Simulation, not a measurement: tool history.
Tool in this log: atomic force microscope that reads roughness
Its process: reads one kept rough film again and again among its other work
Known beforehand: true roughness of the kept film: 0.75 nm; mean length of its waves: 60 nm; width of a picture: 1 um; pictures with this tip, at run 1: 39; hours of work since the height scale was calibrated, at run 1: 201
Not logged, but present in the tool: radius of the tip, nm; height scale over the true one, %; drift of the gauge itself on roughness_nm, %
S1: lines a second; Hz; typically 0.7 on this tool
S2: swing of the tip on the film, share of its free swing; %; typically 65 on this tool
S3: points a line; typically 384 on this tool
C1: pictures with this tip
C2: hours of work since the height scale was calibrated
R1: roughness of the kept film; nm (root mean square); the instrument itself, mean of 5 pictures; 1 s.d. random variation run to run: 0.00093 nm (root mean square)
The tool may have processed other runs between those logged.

run	hour	S1	S2	S3	C1	C2	R1
1	0	0.7	65	384	39	201	0.7268
2	6.8	0.7	65	384	52	206	0.7265
3	15.4	0.7	65	384	68	213	0.723
# hour 23.9: new tip fitted
4	25.9	0.7	65	384	4	221	0.7328
5	34.6	0.7	65	1003	20	227	0.7306
6	44.9	0.7	65	1003	39	235	0.7299
7	53.4	0.7	65	1003	56	242	0.7257
8	57.9	1.286	65	384	64	246	0.7143
9	63.9	1.286	65	384	75	250	0.7142
# hour 68.2: new tip fitted
10	75.2	1.286	65	384	13	259	0.7187
11	81.7	0.7	65	384	25	264	0.7293
12	89.4	0.7	65	384	40	270	0.7275
13	98.5	0.7	65	384	57	277	0.7282
14	105.7	0.7	65	384	70	283	0.7254
# hour 113.1: new tip fitted
15	116	0.7	65	384	6	290	0.73
16	121.4	0.7	65	384	16	294	0.7303
17	130.5	0.7	65	384	33	302	0.7304
18	138.7	2.799	65	384	49	308	0.6859
19	143.4	0.7	63	384	58	312	0.7272
20	152.5	2.162	65	663	75	319	0.6953
# hour 157.6: new tip fitted
21	163.1	1.5	83	706	11	327	0.6709
22	170.7	0.637	84	381	25	333	0.7083
23	179.7	3.002	87	381	42	340	0.5844
24	186.1	3.002	87	381	54	345	0.5834
25	192.6	2.037	70	321	66	350	0.6843
26	200.5	2.047	72	385	81	356	0.6786
# hour 201.7: new tip fitted
27	211.1	2.047	72	421	17	364	0.6853
28	220.3	2.044	55	421	35	371	0.7224
29	227	2.044	55	421	47	376	0.7196
30	236.3	2.296	75	402	65	384	0.6637
31	244.5	2.296	75	402	80	390	0.6605
# hour 246.3: new tip fitted
32	253.4	3.719	70	280	13	397	0.651
33	262.1	0.705	89	384	30	403	0.6951
34	268	0.511	74	413	41	408	0.7243
35	273.8	0.511	74	413	52	413	0.723
36	281.7	0.7	65	647	67	419	0.7271

Below, each run's measurement less what the same run would have read without the hidden state. Both values contain the same run-to-run variation, but the gauge's scatter may not be the same in both:
run	R1
1	-0.0039
2	-0.0052
3	-0.0069
4	+0.0008
5	-0.0012
6	-0.0032
7	-0.0051
8	-0.0058
9	-0.007
10	-0.0002
11	-0.0015
12	-0.0033
13	-0.0051
14	-0.0066
15	+0.0007
16	-0.0005
17	-0.0025
18	-0.004
19	-0.0052
20	-0.0071
21	+0.0002
22	-0.0015
23	-0.0028
24	-0.0038
25	-0.0056
26	-0.0071
27	-0.0002
28	-0.0023
29	-0.0036
30	-0.0052
31	-0.0066
32	+0
33	-0.0019
34	-0.0032
35	-0.0046
36	-0.0062

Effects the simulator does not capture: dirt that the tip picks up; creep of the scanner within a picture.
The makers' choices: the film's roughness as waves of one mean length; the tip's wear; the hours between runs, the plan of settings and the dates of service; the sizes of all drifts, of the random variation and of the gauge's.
